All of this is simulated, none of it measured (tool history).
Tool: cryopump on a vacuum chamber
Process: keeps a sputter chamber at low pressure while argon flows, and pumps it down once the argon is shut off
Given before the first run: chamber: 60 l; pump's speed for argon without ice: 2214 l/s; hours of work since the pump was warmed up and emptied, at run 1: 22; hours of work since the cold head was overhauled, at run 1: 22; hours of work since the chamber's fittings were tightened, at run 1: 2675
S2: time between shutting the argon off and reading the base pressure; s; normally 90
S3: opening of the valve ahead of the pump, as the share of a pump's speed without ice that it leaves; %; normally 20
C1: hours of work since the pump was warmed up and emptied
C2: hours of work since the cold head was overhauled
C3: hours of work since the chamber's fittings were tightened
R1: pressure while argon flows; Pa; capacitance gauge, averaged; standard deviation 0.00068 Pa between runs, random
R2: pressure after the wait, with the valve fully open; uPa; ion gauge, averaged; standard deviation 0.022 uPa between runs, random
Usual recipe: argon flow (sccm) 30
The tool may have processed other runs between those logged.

{"run": 1, "day": 0.0, "argon flow (sccm)": 30, "S2": 90, "S3": 20, "C1": 22, "C2": 22, "C3": 2675, "R1": 0.1147, "R2": 2.0}
{"run": 2, "day": 0.762, "argon flow (sccm)": 30, "S2": 90, "S3": 20, "C1": 31, "C2": 31, "C3": 2685, "R1": 0.1157, "R2": 2.13}
{"run": 3, "day": 1.3, "argon flow (sccm)": 30, "S2": 72, "S3": 20, "C1": 38, "C2": 38, "C3": 2692, "R1": 0.115, "R2": 2.21}
{"run": 4, "day": 1.946, "argon flow (sccm)": 30, "S2": 72, "S3": 20, "C1": 47, "C2": 47, "C3": 2700, "R1": 0.1162, "R2": 2.19}
{"run": 5, "day": 2.512, "argon flow (sccm)": 30, "S2": 72, "S3": 20, "C1": 54, "C2": 54, "C3": 2707, "R1": 0.1162, "R2": 2.22}
{"run": 6, "day": 3.062, "argon flow (sccm)": 30, "S2": 42, "S3": 20, "C1": 61, "C2": 61, "C3": 2714, "R1": 0.1154, "R2": 2.76}
{"run": 7, "day": 3.683, "argon flow (sccm)": 30, "S2": 42, "S3": 20, "C1": 69, "C2": 69, "C3": 2722, "R1": 0.1172, "R2": 2.76}
{"run": 8, "day": 4.438, "argon flow (sccm)": 23, "S2": 90, "S3": 20, "C1": 79, "C2": 79, "C3": 2732, "R1": 0.0889, "R2": 2.15}
{"run": 9, "day": 4.896, "argon flow (sccm)": 23, "S2": 90, "S3": 20, "C1": 85, "C2": 85, "C3": 2738, "R1": 0.089, "R2": 2.06}
{"run": 10, "day": 5.446, "argon flow (sccm)": 23, "S2": 90, "S3": 20, "C1": 92, "C2": 92, "C3": 2745, "R1": 0.0892, "R2": 2.2}
{"run": 11, "day": 6.221, "argon flow (sccm)": 23, "S2": 90, "S3": 20, "C1": 102, "C2": 102, "C3": 2755, "R1": 0.0901, "R2": 2.19}
{"run": 12, "day": 6.55, "argon flow (sccm)": 23, "S2": 92, "S3": 20, "C1": 106, "C2": 106, "C3": 2759, "R1": 0.0892, "R2": 2.19}
{"run": 13, "day": 6.921, "argon flow (sccm)": 23, "S2": 92, "S3": 20, "C1": 111, "C2": 111, "C3": 2764, "R1": 0.0902, "R2": 2.16}
{"run": 14, "day": 7.254, "argon flow (sccm)": 14, "S2": 90, "S3": 20, "C1": 115, "C2": 115, "C3": 2768, "R1": 0.054, "R2": 2.2}
{"run": 15, "day": 7.8, "argon flow (sccm)": 30, "S2": 90, "S3": 20, "C1": 122, "C2": 122, "C3": 2775, "R1": 0.116, "R2": 2.17}
{"run": 16, "day": 8.283, "argon flow (sccm)": 30, "S2": 90, "S3": 41, "C1": 128, "C2": 128, "C3": 2781, "R1": 0.0591, "R2": 2.23}
{"run": 17, "day": 8.625, "argon flow (sccm)": 30, "S2": 90, "S3": 30, "C1": 133, "C2": 133, "C3": 2786, "R1": 0.0787, "R2": 2.18}
{"run": 18, "day": 9.262, "argon flow (sccm)": 30, "S2": 90, "S3": 30, "C1": 141, "C2": 141, "C3": 2794, "R1": 0.0792, "R2": 2.31}
{"run": 19, "day": 9.783, "argon flow (sccm)": 30, "S2": 90, "S3": 30, "C1": 147, "C2": 147, "C3": 2801, "R1": 0.0794, "R2": 2.26}
{"run": 20, "day": 10.117, "argon flow (sccm)": 30, "S2": 21, "S3": 17, "C1": 152, "C2": 152, "C3": 2805, "R1": 0.1386, "R2": 4.06}
{"run": 21, "day": 10.892, "argon flow (sccm)": 30, "S2": 90, "S3": 59, "C1": 162, "C2": 162, "C3": 2815, "R1": 0.0419, "R2": 2.38}
{"run": 22, "day": 11.479, "argon flow (sccm)": 49, "S2": 168, "S3": 54, "C1": 169, "C2": 169, "C3": 2823, "R1": 0.0758, "R2": 2.05}
{"run": 23, "day": 11.954, "argon flow (sccm)": 42, "S2": 90, "S3": 20, "C1": 175, "C2": 175, "C3": 2829, "R1": 0.1653, "R2": 2.29}
{"run": 24, "day": 12.383, "argon flow (sccm)": 17, "S2": 77, "S3": 21, "C1": 181, "C2": 181, "C3": 2834, "R1": 0.0641, "R2": 2.41}
{"run": 25, "day": 12.983, "argon flow (sccm)": 17, "S2": 93, "S3": 21, "C1": 189, "C2": 189, "C3": 2842, "R1": 0.063, "R2": 2.35}
{"run": 26, "day": 13.425, "argon flow (sccm)": 30, "S2": 172, "S3": 21, "C1": 194, "C2": 194, "C3": 2848, "R1": 0.1133, "R2": 2.18}
{"run": 27, "day": 14.067, "argon flow (sccm)": 30, "S2": 172, "S3": 21, "C1": 203, "C2": 203, "C3": 2856, "R1": 0.1125, "R2": 2.09}
{"run": 28, "day": 14.767, "argon flow (sccm)": 30, "S2": 172, "S3": 21, "C1": 212, "C2": 212, "C3": 2865, "R1": 0.1137, "R2": 2.14}
{"run": 29, "day": 15.421, "argon flow (sccm)": 26, "S2": 90, "S3": 19, "C1": 220, "C2": 220, "C3": 2873, "R1": 0.1081, "R2": 2.46}
{"run": 30, "day": 16.158, "argon flow (sccm)": 26, "S2": 90, "S3": 19, "C1": 229, "C2": 229, "C3": 2883, "R1": 0.1087, "R2": 2.42}
{"run": 31, "day": 16.662, "argon flow (sccm)": 31, "S2": 90, "S3": 35, "C1": 236, "C2": 236, "C3": 2889, "R1": 0.0728, "R2": 2.47}
{"run": 32, "day": 17.338, "argon flow (sccm)": 31, "S2": 90, "S3": 35, "C1": 245, "C2": 245, "C3": 2898, "R1": 0.0735, "R2": 2.53}
{"run": 33, "day": 17.754, "argon flow (sccm)": 31, "S2": 90, "S3": 35, "C1": 250, "C2": 250, "C3": 2903, "R1": 0.073, "R2": 2.45}
{"run": 34, "day": 18.5, "argon flow (sccm)": 17, "S2": 181, "S3": 28, "C1": 260, "C2": 260, "C3": 2913, "R1": 0.0494, "R2": 2.26}
{"run": 35, "day": 18.921, "argon flow (sccm)": 17, "S2": 181, "S3": 28, "C1": 265, "C2": 265, "C3": 2918, "R1": 0.0487, "R2": 2.27}

Pick out some run-to-run changes in R1. Of each, how much would a tool without hidden state show as well, from the settings, what came in and chance, and how much is left for the hidden state and any gauge scatter not in both results compared?
Unlogged tool condition in this case: pump's speed, % of a pump's without ice; cold plate's temperature, K; leak into the chamber, uPa l/s; drift of the gauge itself on working_pa, %; drift of the gauge itself on base_upa, %.
Run 20 -> 21: S2 21 -> 90, S3 17 -> 59. R1 -0.0967 Pa: hidden state +0.0002, all else -0.0969.
Run 21 -> 22: argon flow (sccm) 30 -> 49, S2 90 -> 168, S3 59 -> 54. R1 +0.0339 Pa: hidden state +0.0024, all else +0.0315.
Run 22 -> 23: argon flow (sccm) 49 -> 42, S2 168 -> 90, S3 54 -> 20. R1 +0.0895 Pa: hidden state -0.0006, all else +0.0901.
Run 23 -> 24: argon flow (sccm) 42 -> 17, S2 90 -> 77, S3 20 -> 21. R1 -0.1012 Pa: hidden state -0.0029, all else -0.0983.
Run 33 -> 34: argon flow (sccm) 31 -> 17, S2 90 -> 181, S3 35 -> 28. R1 -0.0236 Pa: hidden state -0.0023, all else -0.0213.

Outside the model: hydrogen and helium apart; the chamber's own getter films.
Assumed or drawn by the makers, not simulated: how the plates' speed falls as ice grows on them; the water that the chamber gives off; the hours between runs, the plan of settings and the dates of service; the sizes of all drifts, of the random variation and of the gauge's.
